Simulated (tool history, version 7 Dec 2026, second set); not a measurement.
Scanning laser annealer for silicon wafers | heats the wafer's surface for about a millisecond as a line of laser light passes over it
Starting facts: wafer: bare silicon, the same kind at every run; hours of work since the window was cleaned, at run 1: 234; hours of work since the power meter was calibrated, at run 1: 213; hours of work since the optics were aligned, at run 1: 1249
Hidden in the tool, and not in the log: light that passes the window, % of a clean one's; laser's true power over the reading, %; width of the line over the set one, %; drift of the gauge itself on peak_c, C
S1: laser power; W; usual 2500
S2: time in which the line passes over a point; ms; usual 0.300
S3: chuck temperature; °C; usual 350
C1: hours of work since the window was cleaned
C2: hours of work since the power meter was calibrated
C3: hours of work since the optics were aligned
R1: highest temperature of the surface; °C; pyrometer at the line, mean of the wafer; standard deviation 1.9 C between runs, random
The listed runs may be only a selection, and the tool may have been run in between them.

| run | hour | S1 | S2 | S3 | C1 | C2 | C3 | R1 |
|---|---|---|---|---|---|---|---|---|
| 1 | 0.0 | 2500 | 0.300 | 350 | 234 | 213 | 1249 | 1156 |
| 2 | 16.6 | 2500 | 0.300 | 350 | 242 | 220 | 1257 | 1154 |
| 3 | 32.5 | 2500 | 0.236 | 350 | 249 | 228 | 1264 | 1050 |
| 4 | 45.1 | 2221 | 0.300 | 350 | 255 | 233 | 1270 | 1033 |
| 5 | 54.4 | 2221 | 0.300 | 350 | 259 | 238 | 1274 | 1031 |
| 6 | 64.4 | 2221 | 0.300 | 350 | 264 | 242 | 1279 | 1032 |
| 7 | 77.5 | 2221 | 0.300 | 350 | 270 | 248 | 1285 | 1032 |
| 8 | 93.0 | 2513 | 0.230 | 334 | 277 | 256 | 1292 | 1023 |
| 9 | 105.4 | 2513 | 0.230 | 334 | 283 | 261 | 1298 | 1023 |
| 10 | 116.0 | 2475 | 0.230 | 370 | 288 | 266 | 1303 | 1047 |
| 11 | 131.9 | 2272 | 0.377 | 315 | 295 | 274 | 1310 | 1111 |
| 12 | 141.6 | 2272 | 0.377 | 315 | 300 | 278 | 1315 | 1112 |
| 13 | 158.9 | 2272 | 0.377 | 315 | 308 | 286 | 1323 | 1114 |

Forecast each of these 4 alternatives for the next run:
| A | 174.4 | 2500 | 0.300 | 344 | 315 | 293 | 1330 | ? |
| B | 174.4 | 2327 | 0.314 | 330 | 315 | 293 | 1330 | ? |
| C | 174.4 | 2142 | 0.308 | 319 | 315 | 293 | 1330 | ? |
| D | 174.4 | 2272 | 0.223 | 315 | 315 | 293 | 1330 | ? |

| run | R1 |
|---|---|
| A | 1139 |
| B | 1070 |
| C | 975 |
| D | 905 |
Without the tool's hidden state the same runs would have given:
| run | R1 |
|---|---|
| A | 1183 |
| B | 1110 |
| C | 1011 |
| D | 937 |
